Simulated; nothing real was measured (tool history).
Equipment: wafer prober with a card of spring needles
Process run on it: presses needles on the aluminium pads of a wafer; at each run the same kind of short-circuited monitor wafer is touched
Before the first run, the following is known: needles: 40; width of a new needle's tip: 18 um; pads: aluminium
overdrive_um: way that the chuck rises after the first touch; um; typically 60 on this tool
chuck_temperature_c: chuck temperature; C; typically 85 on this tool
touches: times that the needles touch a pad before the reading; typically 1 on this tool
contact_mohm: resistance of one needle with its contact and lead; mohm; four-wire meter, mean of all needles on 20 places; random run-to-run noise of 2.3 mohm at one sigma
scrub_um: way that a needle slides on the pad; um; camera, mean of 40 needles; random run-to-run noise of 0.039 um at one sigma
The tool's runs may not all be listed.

run 1 hour=0.0 | overdrive_um=60 chuck_temperature_c=85 touches=1 | contact_mohm=258 scrub_um=11.66
-- hour=6.0 tips cleaned on abrasive film
run 2 hour=9.4 | overdrive_um=60 chuck_temperature_c=85 touches=1 | contact_mohm=259 scrub_um=11.69
-- hour=14.0 tips cleaned on abrasive film
run 3 hour=19.2 | overdrive_um=60 chuck_temperature_c=85 touches=1 | contact_mohm=261 scrub_um=11.72
-- hour=22.7 tips cleaned on abrasive film
-- hour=31.2 tips cleaned on abrasive film
run 4 hour=31.3 | overdrive_um=60 chuck_temperature_c=85 touches=1 | contact_mohm=260 scrub_um=11.66
-- hour=39.8 tips cleaned on abrasive film
run 5 hour=40.9 | overdrive_um=60 chuck_temperature_c=85 touches=1 | contact_mohm=264 scrub_um=11.72
-- hour=48.2 tips cleaned on abrasive film
run 6 hour=49.8 | overdrive_um=60 chuck_temperature_c=85 touches=1 | contact_mohm=260 scrub_um=11.72
-- hour=56.6 tips cleaned on abrasive film
run 7 hour=58.7 | overdrive_um=60 chuck_temperature_c=44 touches=1 | contact_mohm=246 scrub_um=11.74
-- hour=65.0 tips cleaned on abrasive film
run 8 hour=67.3 | overdrive_um=60 chuck_temperature_c=44 touches=1 | contact_mohm=245 scrub_um=11.69
-- hour=73.4 tips cleaned on abrasive film
run 9 hour=75.3 | overdrive_um=60 chuck_temperature_c=44 touches=1 | contact_mohm=247 scrub_um=11.76
-- hour=82.0 tips cleaned on abrasive film
run 10 hour=83.1 | overdrive_um=60 chuck_temperature_c=33 touches=1 | contact_mohm=250 scrub_um=11.77
run 11 hour=89.8 | overdrive_um=60 chuck_temperature_c=85 touches=2 | contact_mohm=265 scrub_um=11.74
-- hour=90.6 tips cleaned on abrasive film
run 12 hour=96.3 | overdrive_um=60 chuck_temperature_c=85 touches=2 | contact_mohm=257 scrub_um=11.64
-- hour=99.3 tips cleaned on abrasive film
run 13 hour=105.0 | overdrive_um=60 chuck_temperature_c=85 touches=2 | contact_mohm=260 scrub_um=11.69
-- hour=107.8 tips cleaned on abrasive film
-- hour=109.4 height of the first contact set anew
-- hour=116.2 tips cleaned on abrasive film
run 14 hour=120.4 | overdrive_um=60 chuck_temperature_c=85 touches=2 | contact_mohm=257 scrub_um=11.69
-- hour=124.6 tips cleaned on abrasive film
run 15 hour=128.1 | overdrive_um=60 chuck_temperature_c=85 touches=2 | contact_mohm=263 scrub_um=11.67
-- hour=132.8 tips cleaned on abrasive film
-- hour=140.8 tips cleaned on abrasive film
run 16 hour=140.8 | overdrive_um=60 chuck_temperature_c=85 touches=2 | contact_mohm=262 scrub_um=11.67
-- hour=149.1 tips cleaned on abrasive film
run 17 hour=154.1 | overdrive_um=60 chuck_temperature_c=85 touches=2 | contact_mohm=261 scrub_um=11.71
-- hour=157.8 tips cleaned on abrasive film
-- hour=165.9 tips cleaned on abrasive film
run 18 hour=168.9 | overdrive_um=51 chuck_temperature_c=46 touches=1 | contact_mohm=257 scrub_um=9.98
-- hour=174.6 tips cleaned on abrasive film
run 19 hour=179.2 | overdrive_um=51 chuck_temperature_c=46 touches=1 | contact_mohm=255 scrub_um=9.99
-- hour=182.6 tips cleaned on abrasive film
run 20 hour=188.3 | overdrive_um=79 chuck_temperature_c=114 touches=2 | contact_mohm=256 scrub_um=15.42
-- hour=191.1 tips cleaned on abrasive film
-- hour=200.1 tips cleaned on abrasive film
run 21 hour=200.6 | overdrive_um=58 chuck_temperature_c=40 touches=1 | contact_mohm=246 scrub_um=11.31
-- hour=208.6 tips cleaned on abrasive film
run 22 hour=215.5 | overdrive_um=58 chuck_temperature_c=112 touches=3 | contact_mohm=269 scrub_um=11.42

Run 23 comes next. What will it give?
-- hour=216.9 tips cleaned on abrasive film
run 23 hour=223.8 | overdrive_um=58 chuck_temperature_c=112 touches=3 | contact_mohm=? scrub_um=?

{"run 23": {"contact_mohm": 275, "scrub_um": 11.3}}
With the hidden condition absent and the run-to-run variation left alone, this run would have shown contact_mohm 274 mohm, scrub_um 11.30 um.
